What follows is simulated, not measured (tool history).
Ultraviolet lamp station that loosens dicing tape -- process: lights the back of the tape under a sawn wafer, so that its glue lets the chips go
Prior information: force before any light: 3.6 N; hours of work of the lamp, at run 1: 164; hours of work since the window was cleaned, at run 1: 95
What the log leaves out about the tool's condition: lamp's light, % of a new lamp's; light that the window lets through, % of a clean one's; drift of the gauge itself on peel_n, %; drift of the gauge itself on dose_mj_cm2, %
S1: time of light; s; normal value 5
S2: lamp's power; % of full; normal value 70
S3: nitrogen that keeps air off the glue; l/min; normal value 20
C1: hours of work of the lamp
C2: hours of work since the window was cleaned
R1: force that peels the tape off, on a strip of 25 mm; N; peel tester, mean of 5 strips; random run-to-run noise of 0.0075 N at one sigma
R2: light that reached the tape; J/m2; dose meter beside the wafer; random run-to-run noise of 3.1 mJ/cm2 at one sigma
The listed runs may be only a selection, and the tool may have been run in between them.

{"run": 1, "hour": 0.0, "S1": 5, "S2": 70, "S3": 20, "C1": 164, "C2": 95, "R1": 0.335, "R2": 4040}
{"run": 2, "hour": 37.5, "S1": 5, "S2": 70, "S3": 20, "C1": 183, "C2": 114, "R1": 0.332, "R2": 3970}
{"run": 3, "hour": 69.7, "S1": 5, "S2": 70, "S3": 20, "C1": 199, "C2": 130, "R1": 0.33, "R2": 3930}
{"run": 4, "hour": 107.6, "S1": 5, "S2": 70, "S3": 20, "C1": 218, "C2": 149, "R1": 0.341, "R2": 3900}
{"run": 5, "hour": 145.2, "S1": 5, "S2": 70, "S3": 20, "C1": 237, "C2": 168, "R1": 0.361, "R2": 3760}
{"run": 6, "hour": 176.2, "S1": 5, "S2": 70, "S3": 20, "C1": 252, "C2": 183, "R1": 0.365, "R2": 3760}
{"run": 7, "hour": 209.7, "S1": 5, "S2": 70, "S3": 20, "C1": 269, "C2": 200, "R1": 0.362, "R2": 3660}
{"run": 8, "hour": 245.2, "S1": 5, "S2": 70, "S3": 14, "C1": 287, "C2": 218, "R1": 0.476, "R2": 3600}
{"run": 9, "hour": 272.0, "S1": 3, "S2": 70, "S3": 14, "C1": 300, "C2": 231, "R1": 0.932, "R2": 2140}
{"hour": 276.7, "done": "window cleaned of glue's vapour"}
{"run": 10, "hour": 292.0, "S1": 3, "S2": 70, "S3": 14, "C1": 310, "C2": 8, "R1": 0.787, "R2": 2530}
{"run": 11, "hour": 327.8, "S1": 3, "S2": 70, "S3": 14, "C1": 328, "C2": 25, "R1": 0.791, "R2": 2530}
{"run": 12, "hour": 360.8, "S1": 5, "S2": 70, "S3": 20, "C1": 344, "C2": 42, "R1": 0.323, "R2": 4060}
{"run": 13, "hour": 397.6, "S1": 5, "S2": 70, "S3": 20, "C1": 362, "C2": 60, "R1": 0.31, "R2": 3990}
{"run": 14, "hour": 422.8, "S1": 5, "S2": 70, "S3": 20, "C1": 375, "C2": 73, "R1": 0.341, "R2": 3980}
{"run": 15, "hour": 456.5, "S1": 5, "S2": 70, "S3": 11, "C1": 392, "C2": 90, "R1": 0.471, "R2": 3920}
{"run": 16, "hour": 493.4, "S1": 5, "S2": 97, "S3": 26, "C1": 410, "C2": 108, "R1": 0.222, "R2": 5340}
{"run": 17, "hour": 511.0, "S1": 3, "S2": 86, "S3": 20, "C1": 419, "C2": 117, "R1": 0.529, "R2": 2850}
{"run": 18, "hour": 529.2, "S1": 10, "S2": 69, "S3": 12, "C1": 428, "C2": 126, "R1": 0.223, "R2": 7460}
{"run": 19, "hour": 559.4, "S1": 10, "S2": 77, "S3": 22, "C1": 443, "C2": 141, "R1": 0.206, "R2": 8150}
{"run": 20, "hour": 576.8, "S1": 10, "S2": 77, "S3": 15, "C1": 452, "C2": 150, "R1": 0.216, "R2": 8120}
{"run": 21, "hour": 612.6, "S1": 5, "S2": 86, "S3": 20, "C1": 470, "C2": 168, "R1": 0.288, "R2": 4460}
{"run": 22, "hour": 635.0, "S1": 2, "S2": 94, "S3": 34, "C1": 481, "C2": 179, "R1": 0.699, "R2": 1940}
{"run": 23, "hour": 668.2, "S1": 7, "S2": 94, "S3": 34, "C1": 497, "C2": 195, "R1": 0.208, "R2": 6560}
{"run": 24, "hour": 706.1, "S1": 7, "S2": 94, "S3": 34, "C1": 516, "C2": 214, "R1": 0.209, "R2": 6480}
{"run": 25, "hour": 724.6, "S1": 7, "S2": 94, "S3": 34, "C1": 526, "C2": 223, "R1": 0.195, "R2": 6480}

Describe how what the log doesn't record of the tool's condition differs between the last listed run preceding each entry between runs and the first listed run following it.
Logged between run 9 and run 10: window cleaned of glue's vapour (hour 276.7)
  lamp's light, % of a new lamp's: 92.1 -> 91.9; light that the window lets through, % of a clean one's: 82.9 -> 99.4
  measured value less the no-hidden-state value, R1: +0.276 -> +0.091 N; R2: -660 -> -240 J/m2
